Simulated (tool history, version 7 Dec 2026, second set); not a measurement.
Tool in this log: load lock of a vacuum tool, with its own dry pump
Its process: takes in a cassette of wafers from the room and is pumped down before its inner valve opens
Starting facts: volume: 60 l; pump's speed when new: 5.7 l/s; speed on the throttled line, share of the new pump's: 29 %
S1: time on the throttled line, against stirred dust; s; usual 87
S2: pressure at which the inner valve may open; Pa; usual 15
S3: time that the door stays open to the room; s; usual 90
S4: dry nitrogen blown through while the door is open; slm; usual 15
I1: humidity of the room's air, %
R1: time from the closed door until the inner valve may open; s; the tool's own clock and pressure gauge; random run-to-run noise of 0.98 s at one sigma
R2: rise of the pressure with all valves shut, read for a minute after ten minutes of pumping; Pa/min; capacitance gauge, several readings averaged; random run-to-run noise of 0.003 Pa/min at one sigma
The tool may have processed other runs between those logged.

run 1 hour=0 | S1=87 S2=15 S3=90 S4=15 | I1=44.5 | R1=156.6 R2=0.045
run 2 hour=328.1 | S1=74 S2=15 S3=90 S4=15 | I1=44.4 | R1=145.6 R2=0.041
run 3 hour=778.2 | S1=74 S2=15 S3=90 S4=15 | I1=48.1 | R1=145.2 R2=0.053
run 4 hour=1234.3 | S1=87 S2=15 S3=90 S4=15 | I1=44.1 | R1=155.3 R2=0.046
run 5 hour=1814.4 | S1=87 S2=15 S3=90 S4=15 | I1=45 | R1=154.8 R2=0.049
run 6 hour=2441.6 | S1=87 S2=15 S3=90 S4=15 | I1=48.2 | R1=154.3 R2=0.048
run 7 hour=2861.2 | S1=87 S2=15 S3=90 S4=15 | I1=43.5 | R1=153.8 R2=0.046
run 8 hour=3460.8 | S1=87 S2=15 S3=90 S4=15 | I1=47.8 | R1=155.7 R2=0.051
run 9 hour=4157.3 | S1=87 S2=15 S3=90 S4=15 | I1=43.9 | R1=154 R2=0.05
run 10 hour=4902.8 | S1=87 S2=15 S3=90 S4=15 | I1=44.4 | R1=153.9 R2=0.047
run 11 hour=5346.5 | S1=87 S2=15 S3=90 S4=15 | I1=39 | R1=155.5 R2=0.037
run 12 hour=5980.7 | S1=87 S2=15 S3=90 S4=15 | I1=45.8 | R1=153.8 R2=0.047
run 13 hour=6639 | S1=87 S2=15 S3=74 S4=15 | I1=43.8 | R1=155.6 R2=0.047
run 14 hour=7112.9 | S1=87 S2=15 S3=74 S4=15 | I1=47.5 | R1=156.1 R2=0.053
run 15 hour=7668.9 | S1=87 S2=15 S3=74 S4=15 | I1=43.1 | R1=154.7 R2=0.044
run 16 hour=8261.7 | S1=87 S2=15 S3=74 S4=15 | I1=44.7 | R1=153.7 R2=0.039
run 17 hour=8880.6 | S1=87 S2=15 S3=74 S4=15 | I1=46.5 | R1=155.1 R2=0.039
run 18 hour=9559.5 | S1=87 S2=15 S3=74 S4=15 | I1=44.3 | R1=154.9 R2=0.044
run 19 hour=10173.2 | S1=87 S2=15 S3=90 S4=18 | I1=45.1 | R1=155.7 R2=0.044
run 20 hour=10792.5 | S1=87 S2=15 S3=128 S4=4 | I1=46.2 | R1=155 R2=0.072
run 21 hour=11452.5 | S1=87 S2=23 S3=90 S4=15 | I1=40 | R1=149.7 R2=0.039
run 22 hour=12069.2 | S1=65 S2=15 S3=90 S4=11 | I1=44.1 | R1=140.1 R2=0.05
run 23 hour=12687.6 | S1=53 S2=28 S3=86 S4=33 | I1=42.2 | R1=122.8 R2=0.03
run 24 hour=13057.6 | S1=59 S2=28 S3=155 S4=33 | I1=48.1 | R1=129.1 R2=0.04
run 25 hour=13675.4 | S1=59 S2=28 S3=155 S4=33 | I1=45.2 | R1=127.8 R2=0.042
run 26 hour=14004.8 | S1=87 S2=15 S3=90 S4=8 | I1=44.1 | R1=153 R2=0.056
run 27 hour=14695.4 | S1=87 S2=15 S3=90 S4=36 | I1=43.2 | R1=154 R2=0.027
run 28 hour=15150.9 | S1=140 S2=27 S3=90 S4=33 | I1=46.7 | R1=184.9 R2=0.031
run 29 hour=15522.7 | S1=140 S2=27 S3=90 S4=33 | I1=46.9 | R1=186.3 R2=0.032
run 30 hour=15930 | S1=87 S2=18 S3=26 S4=15 | I1=44.5 | R1=151.4 R2=0.033

The log once held 3 entries between its listed runs, left out of this copy. Where does each go, and what is different about the tool's unlogged condition between the listed run before it and the listed run after it?
Runs 6 to 7: dry pump taken out, an overhauled one fitted (hour 2622.8)
  no difference in the tool's unlogged condition between these two runs
Runs 14 to 15: door's seal changed, seat wiped (hour 7583.5)
  leak at the door's seal, Pa l/s: 0.004 -> 0.002
Runs 24 to 25: dry pump taken out, an overhauled one fitted (hour 13506.5)
  leak at the door's seal, Pa l/s: 0.0024 -> 0.0025
